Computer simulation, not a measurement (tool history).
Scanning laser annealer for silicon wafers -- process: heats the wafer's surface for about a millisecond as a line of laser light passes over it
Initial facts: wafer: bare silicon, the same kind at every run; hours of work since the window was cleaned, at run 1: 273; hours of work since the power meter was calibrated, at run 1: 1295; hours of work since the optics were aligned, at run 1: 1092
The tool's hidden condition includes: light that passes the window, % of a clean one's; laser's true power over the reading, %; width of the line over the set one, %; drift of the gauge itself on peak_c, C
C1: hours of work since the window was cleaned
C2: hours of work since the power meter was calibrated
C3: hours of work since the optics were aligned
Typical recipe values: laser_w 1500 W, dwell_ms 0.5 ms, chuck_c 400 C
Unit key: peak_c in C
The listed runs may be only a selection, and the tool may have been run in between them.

{"run": 1, "hour": 0.0, "laser_w": 1500, "dwell_ms": 0.5, "chuck_c": 400, "C1": 273, "C2": 1295, "C3": 1092, "peak_c": 1131}
{"run": 2, "hour": 44.3, "laser_w": 1500, "dwell_ms": 0.5, "chuck_c": 390, "C1": 305, "C2": 1327, "C3": 1124, "peak_c": 1121}
{"run": 3, "hour": 79.2, "laser_w": 1500, "dwell_ms": 0.5, "chuck_c": 400, "C1": 330, "C2": 1352, "C3": 1149, "peak_c": 1127}
{"hour": 96.9, "done": "window over the wafer cleaned"}
{"run": 4, "hour": 129.2, "laser_w": 1500, "dwell_ms": 0.5, "chuck_c": 400, "C1": 23, "C2": 1386, "C3": 1183, "peak_c": 1123}
{"run": 5, "hour": 169.2, "laser_w": 1500, "dwell_ms": 0.5, "chuck_c": 409, "C1": 52, "C2": 1415, "C3": 1212, "peak_c": 1133}
{"run": 6, "hour": 211.7, "laser_w": 1500, "dwell_ms": 0.5, "chuck_c": 409, "C1": 82, "C2": 1446, "C3": 1242, "peak_c": 1127}
{"run": 7, "hour": 245.6, "laser_w": 1630, "dwell_ms": 0.5, "chuck_c": 426, "C1": 106, "C2": 1470, "C3": 1267, "peak_c": 1204}
{"run": 8, "hour": 273.2, "laser_w": 1468, "dwell_ms": 0.525, "chuck_c": 426, "C1": 126, "C2": 1489, "C3": 1286, "peak_c": 1147}
{"run": 9, "hour": 298.1, "laser_w": 1468, "dwell_ms": 0.525, "chuck_c": 426, "C1": 144, "C2": 1507, "C3": 1304, "peak_c": 1150}
{"run": 10, "hour": 324.3, "laser_w": 1468, "dwell_ms": 0.525, "chuck_c": 426, "C1": 163, "C2": 1526, "C3": 1323, "peak_c": 1145}
{"run": 11, "hour": 377.0, "laser_w": 1468, "dwell_ms": 0.525, "chuck_c": 426, "C1": 200, "C2": 1564, "C3": 1361, "peak_c": 1147}

5 ways to go on from here, each from the tool as it stands after run 11. What would each give?
{"run": "A", "hour": 403.1, "laser_w": 1500, "dwell_ms": 0.433, "chuck_c": 400, "C1": 219, "C2": 1582, "C3": 1379, "peak_c": "?"}
{"run": "B", "hour": 403.1, "laser_w": 1468, "dwell_ms": 0.489, "chuck_c": 426, "C1": 219, "C2": 1582, "C3": 1379, "peak_c": "?"}
{"run": "C", "hour": 403.1, "laser_w": 1468, "dwell_ms": 0.477, "chuck_c": 426, "C1": 219, "C2": 1582, "C3": 1379, "peak_c": "?"}
{"run": "D", "hour": 403.1, "laser_w": 1334, "dwell_ms": 0.525, "chuck_c": 372, "C1": 219, "C2": 1582, "C3": 1379, "peak_c": "?"}
{"run": "E", "hour": 403.1, "laser_w": 1554, "dwell_ms": 0.537, "chuck_c": 381, "C1": 219, "C2": 1582, "C3": 1379, "peak_c": "?"}

run=A peak_c=1066
run=B peak_c=1120
run=C peak_c=1109
run=D peak_c=1029
run=E peak_c=1146
Without the tool's hidden state the same runs would have given:
run=A peak_c=1101
run=B peak_c=1156
run=C peak_c=1145
run=D peak_c=1063
run=E peak_c=1186
